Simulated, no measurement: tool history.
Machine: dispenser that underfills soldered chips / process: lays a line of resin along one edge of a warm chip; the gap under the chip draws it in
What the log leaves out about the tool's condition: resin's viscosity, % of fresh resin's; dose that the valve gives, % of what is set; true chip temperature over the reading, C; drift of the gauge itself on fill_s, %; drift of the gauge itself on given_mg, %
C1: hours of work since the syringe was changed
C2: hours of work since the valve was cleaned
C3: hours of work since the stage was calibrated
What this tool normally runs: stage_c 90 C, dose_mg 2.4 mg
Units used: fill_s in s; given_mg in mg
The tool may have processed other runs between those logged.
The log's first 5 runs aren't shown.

run 6 hour=21 | stage_c=90 dose_mg=2.11 | C1=6 C2=10 C3=142 | fill_s=41.8 given_mg=2.108
-- hour=22.8 new syringe of resin
run 7 hour=23.5 | stage_c=90 dose_mg=2.11 | C1=0 C2=12 C3=143 | fill_s=24.9 given_mg=2.111
run 8 hour=26.2 | stage_c=90 dose_mg=2.43 | C1=2 C2=13 C3=145 | fill_s=29.2 given_mg=2.426
run 9 hour=29.5 | stage_c=90 dose_mg=2.43 | C1=4 C2=16 C3=147 | fill_s=34.6 given_mg=2.423
-- hour=34.1 new syringe of resin
run 10 hour=35.1 | stage_c=78 dose_mg=2.43 | C1=1 C2=19 C3=151 | fill_s=36.9 given_mg=2.42
run 11 hour=38.8 | stage_c=78 dose_mg=2.43 | C1=3 C2=22 C3=153 | fill_s=44.6 given_mg=2.415
run 12 hour=44.1 | stage_c=78 dose_mg=2.43 | C1=7 C2=25 C3=157 | fill_s=61.2 given_mg=2.412
-- hour=45.4 new syringe of resin
run 13 hour=49.3 | stage_c=78 dose_mg=2.43 | C1=3 C2=28 C3=160 | fill_s=42.8 given_mg=2.403
run 14 hour=54.3 | stage_c=90 dose_mg=2.4 | C1=6 C2=32 C3=163 | fill_s=38.6 given_mg=2.376
-- hour=56.8 new syringe of resin
run 15 hour=58 | stage_c=79 dose_mg=2.4 | C1=1 C2=34 C3=166 | fill_s=35.4 given_mg=2.371
run 16 hour=61 | stage_c=79 dose_mg=2.4 | C1=3 C2=36 C3=168 | fill_s=41.9 given_mg=2.374
run 17 hour=66.1 | stage_c=90 dose_mg=2.48 | C1=6 C2=40 C3=171 | fill_s=40 given_mg=2.449
-- hour=68.1 new syringe of resin
run 18 hour=70.9 | stage_c=90 dose_mg=2.48 | C1=2 C2=43 C3=174 | fill_s=28 given_mg=2.435
run 19 hour=73.6 | stage_c=84 dose_mg=2.9 | C1=4 C2=44 C3=176 | fill_s=37.7 given_mg=2.851
run 20 hour=77 | stage_c=84 dose_mg=2.64 | C1=6 C2=47 C3=178 | fill_s=47.4 given_mg=2.593

Run 21 comes next. What will it give?
-- hour=78.9 dispensing valve cleaned and set on the balance
-- hour=80.6 new syringe of resin
run 21 hour=83.4 | stage_c=94 dose_mg=2.89 | C1=2 C2=3 C3=182 | fill_s=? given_mg=?

{"run 21": {"fill_s": 24.9, "given_mg": 2.886}}
If the tool had no hidden condition, the same run with the same run-to-run variation would have returned fill_s 20.3 s, given_mg 2.89 mg.
